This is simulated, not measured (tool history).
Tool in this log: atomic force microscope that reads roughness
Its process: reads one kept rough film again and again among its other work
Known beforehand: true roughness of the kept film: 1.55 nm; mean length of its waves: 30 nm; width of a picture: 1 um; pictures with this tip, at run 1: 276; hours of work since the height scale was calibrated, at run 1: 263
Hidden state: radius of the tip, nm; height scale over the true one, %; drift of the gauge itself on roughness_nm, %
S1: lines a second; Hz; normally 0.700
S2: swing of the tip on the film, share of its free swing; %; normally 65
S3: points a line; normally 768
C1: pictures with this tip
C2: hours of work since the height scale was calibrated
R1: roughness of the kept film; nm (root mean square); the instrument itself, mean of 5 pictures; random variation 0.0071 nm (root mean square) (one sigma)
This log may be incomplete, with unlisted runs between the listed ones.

Run 1, hour 0.0: usual settings; C1 276; C2 263. Result: R1 1.347 nm (root mean square).
Run 2, hour 6.7: usual settings; C1 284; C2 266. Result: R1 1.331 nm (root mean square).
Run 3, hour 17.5: usual settings; C1 296; C2 271. Result: R1 1.339 nm (root mean square).
Run 4, hour 29.4: usual settings; C1 310; C2 277. Result: R1 1.328 nm (root mean square).
Run 5, hour 38.0: usual settings but S1 2.026 Hz; C1 320; C2 282. Result: R1 1.304 nm (root mean square).
At hour 49.3: new tip fitted.
Run 6, hour 50.2: usual settings but S1 2.026 Hz; C1 1; C2 287. Result: R1 1.426 nm (root mean square).
Run 7, hour 61.8: usual settings but S1 2.026 Hz; C1 14; C2 293. Result: R1 1.420 nm (root mean square).
Run 8, hour 74.4: usual settings but S1 2.026 Hz; C1 29; C2 300. Result: R1 1.422 nm (root mean square).
Run 9, hour 85.3: usual settings but S2 66 %; C1 42; C2 305. Result: R1 1.432 nm (root mean square).
Run 10, hour 95.9: usual settings but S1 0.858 Hz; C1 54; C2 310. Result: R1 1.443 nm (root mean square).
Run 11, hour 107.0: usual settings but S1 0.858 Hz; C1 67; C2 316. Result: R1 1.422 nm (root mean square).
Run 12, hour 114.4: usual settings but S1 0.858 Hz; C1 75; C2 319. Result: R1 1.410 nm (root mean square).
Run 13, hour 124.5: usual settings but S1 0.858 Hz, S2 62 %; C1 87; C2 324. Result: R1 1.416 nm (root mean square).
Run 14, hour 139.4: usual settings but S1 0.858 Hz, S2 62 %; C1 105; C2 332. Result: R1 1.416 nm (root mean square).
Run 15, hour 151.3: usual settings but S1 0.858 Hz, S2 62 %; C1 119; C2 338. Result: R1 1.397 nm (root mean square).
Run 16, hour 163.2: usual settings but S1 0.858 Hz, S2 62 %; C1 132; C2 344. Result: R1 1.390 nm (root mean square).
Run 17, hour 179.0: usual settings but S1 0.858 Hz, S2 62 %; C1 151; C2 352. Result: R1 1.383 nm (root mean square).
Run 18, hour 188.4: usual settings; C1 162; C2 356. Result: R1 1.391 nm (root mean square).
At hour 190.9: height scale calibrated on a step standard.
Run 19, hour 201.7: usual settings; C1 176; C2 5. Result: R1 1.369 nm (root mean square).
Run 20, hour 216.6: usual settings but S1 2.582 Hz, S2 87 %, S3 271; C1 193; C2 13. Result: R1 1.215 nm (root mean square).
Run 21, hour 231.0: usual settings but S1 0.707 Hz, S2 60 %, S3 636; C1 210; C2 20. Result: R1 1.363 nm (root mean square).
Run 22, hour 240.9: usual settings but S2 61 %, S3 415; C1 222; C2 25. Result: R1 1.332 nm (root mean square).
Run 23, hour 251.1: usual settings but S1 3.022 Hz, S2 67 %, S3 649; C1 234; C2 30. Result: R1 1.294 nm (root mean square).
At hour 266.9: height scale calibrated on a step standard, once more.
Run 24, hour 267.3: usual settings but S1 3.022 Hz, S2 67 %, S3 649; C1 251; C2 0. Result: R1 1.301 nm (root mean square).
Run 25, hour 275.1: usual settings but S1 0.537 Hz, S2 60 %, S3 692; C1 260; C2 4. Result: R1 1.352 nm (root mean square).
Run 26, hour 284.2: usual settings but S1 0.537 Hz, S2 60 %, S3 692; C1 271; C2 9. Result: R1 1.357 nm (root mean square).
Run 27, hour 292.8: usual settings but S2 75 %, S3 863; C1 281; C2 13. Result: R1 1.315 nm (root mean square).
Run 28, hour 306.8: usual settings but S1 0.523 Hz, S2 56 %, S3 863; C1 297; C2 20. Result: R1 1.345 nm (root mean square).
Run 29, hour 321.2: usual settings but S2 61 %, S3 1002; C1 314; C2 27. Result: R1 1.338 nm (root mean square).
Run 30, hour 329.9: usual settings but S1 1.799 Hz, S2 74 %, S3 377; C1 324; C2 31. Result: R1 1.278 nm (root mean square).
At hour 337.8: new tip fitted.
Run 31, hour 345.1: usual settings but S1 0.580 Hz, S2 74 %, S3 377; C1 8; C2 39. Result: R1 1.422 nm (root mean square).
Run 32, hour 357.4: usual settings but S1 1.889 Hz, S2 74 %, S3 273; C1 23; C2 45. Result: R1 1.366 nm (root mean square).
Run 33, hour 372.9: usual settings but S1 0.984 Hz, S3 628; C1 41; C2 53. Result: R1 1.432 nm (root mean square).
Run 34, hour 384.5: usual settings but S1 3.335 Hz, S3 887; C1 54; C2 58. Result: R1 1.377 nm (root mean square).
Run 35, hour 396.3: usual settings but S1 3.335 Hz, S3 887; C1 68; C2 64. Result: R1 1.368 nm (root mean square).
Run 36, hour 408.1: usual settings but S1 3.335 Hz, S3 887; C1 82; C2 70. Result: R1 1.357 nm (root mean square).

Below, some changes in R1 between adjacent runs. For each, the amount present without the hidden state too (settings, incoming material, random variation) and the amount remaining for the hidden state with gauge scatter not shared by both compared results:
Run 5 -> 6: new tip fitted. R1 +0.122 nm (root mean square): hidden state +0.126, all else -0.004.
Run 19 -> 20: S1 0.700 -> 2.582, S2 65 -> 87, S3 768 -> 271. R1 -0.154 nm (root mean square): hidden state +0.004, all else -0.158.
Run 20 -> 21: S1 2.582 -> 0.707, S2 87 -> 60, S3 271 -> 636. R1 +0.148 nm (root mean square): hidden state -0.017, all else +0.165.
Run 30 -> 31: S1 1.799 -> 0.580, new tip fitted. R1 +0.144 nm (root mean square): hidden state +0.116, all else +0.028.

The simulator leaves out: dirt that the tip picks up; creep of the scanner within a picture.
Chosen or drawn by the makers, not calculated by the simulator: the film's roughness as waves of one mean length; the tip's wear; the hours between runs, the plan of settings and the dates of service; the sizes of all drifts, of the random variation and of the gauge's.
